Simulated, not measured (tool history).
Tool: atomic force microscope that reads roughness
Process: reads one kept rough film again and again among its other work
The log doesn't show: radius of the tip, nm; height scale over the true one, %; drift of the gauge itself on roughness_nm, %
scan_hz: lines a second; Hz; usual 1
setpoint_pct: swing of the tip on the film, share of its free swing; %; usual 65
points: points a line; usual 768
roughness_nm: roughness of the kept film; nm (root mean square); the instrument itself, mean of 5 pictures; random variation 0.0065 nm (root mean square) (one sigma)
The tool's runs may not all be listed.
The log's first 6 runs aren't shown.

run	hour	scan_hz	setpoint_pct	points	pictures with this tip	hours of work since the height scale was calibrated	roughness_nm
# hour 323.2: new tip fitted
7	344.2	0.51	65	768	42	1025	1.303
8	389.3	1	65	295	132	1053	1.283
9	434.8	1	65	768	222	1080	1.272
10	475.5	1	65	768	303	1105	1.277
# hour 488.4: new tip fitted
11	543.1	1.54	65	768	109	1146	1.275
12	598.3	1.54	65	768	219	1180	1.26
# hour 657.6: new tip fitted
13	672.2	1.54	65	768	29	1224	1.27
14	714.1	1.54	65	768	112	1250	1.259
15	786.2	0.98	65	768	255	1294	1.288
# hour 826.8: new tip fitted
16	853.2	0.98	65	768	53	1334	1.292
17	926	0.98	65	768	197	1378	1.28
# hour 991.4: new tip fitted
18	1000.4	2.61	61	607	18	1423	1.257
19	1049.1	2.61	83	759	114	1453	1.108
20	1113.7	3.03	68	759	243	1492	1.208
# hour 1157.5: new tip fitted
21	1173.2	3.03	68	759	31	1528	1.205
22	1247.3	3.07	68	850	179	1573	1.185
23	1305.3	3.07	69	711	294	1609	1.188
# hour 1322.2: new tip fitted
24	1375.7	1.12	56	906	106	1651	1.297
25	1449.6	1.12	56	906	253	1696	1.305
# hour 1491.3: new tip fitted
26	1514.5	1.12	56	906	46	1735	1.289
27	1572.6	1.12	56	906	162	1771	1.298
28	1608	3.76	61	906	232	1792	1.219
# hour 1657: new tip fitted
29	1672.3	3.76	61	906	30	1831	1.226
30	1745.2	3.76	77	583	175	1876	1.088
31	1794.3	0.99	65	702	273	1905	1.286

3 ways to go on from here, each from the tool as it stands after run 31. What would each give?
# hour 1825.1: new tip fitted
A	1870.1	0.81	65	647	90	1951	?
# hour 1825.1: new tip fitted
B	1870.1	3.07	80	738	90	1951	?
# hour 1825.1: new tip fitted
C	1870.1	2.05	62	702	90	1951	?

run	roughness_nm
A	1.286
B	1.104
C	1.256
Without the tool's hidden state the same runs would have given:
run	roughness_nm
A	1.288
B	1.105
C	1.258
